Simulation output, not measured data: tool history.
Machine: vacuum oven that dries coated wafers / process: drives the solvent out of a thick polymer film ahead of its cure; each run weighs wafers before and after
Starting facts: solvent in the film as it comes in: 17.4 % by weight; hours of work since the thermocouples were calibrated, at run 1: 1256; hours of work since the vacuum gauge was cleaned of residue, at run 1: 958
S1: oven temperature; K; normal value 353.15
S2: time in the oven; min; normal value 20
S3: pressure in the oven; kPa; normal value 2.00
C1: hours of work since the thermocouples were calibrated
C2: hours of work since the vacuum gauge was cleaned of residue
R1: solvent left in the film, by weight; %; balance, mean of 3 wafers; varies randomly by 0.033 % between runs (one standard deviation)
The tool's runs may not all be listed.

run	hour	S1	S2	S3	C1	C2	R1
1	0.0	353.15	20	2.00	1256	958	2.76
2	19.1	353.15	20	2.00	1270	972	2.71
# hour 49.5: oven's thermocouples calibrated
3	54.1	353.15	20	2.00	3	996	2.75
4	81.3	353.15	20	2.00	23	1015	2.83
5	108.5	358.15	20	2.00	43	1035	1.77
6	142.1	361.15	20	4.58	67	1060	2.79
7	176.8	363.15	20	1.16	92	1085	0.75
8	211.8	341.15	26	1.15	118	1110	4.82
9	235.3	341.15	26	1.15	135	1127	4.81
10	261.1	341.15	26	1.15	154	1146	4.83

Here are 3 independent what-if runs from the current tool condition. What would each one return?
A	299.9	353.15	21	2.00	182	1174	?
B	299.9	351.15	24	7.38	182	1174	?
C	299.9	338.15	12	1.15	182	1174	?

run	R1
A	2.59
B	6.90
C	9.54
Stripped of hidden state, with their random variation kept, the same runs would have yielded:
run	R1
A	2.57
B	6.88
C	9.52
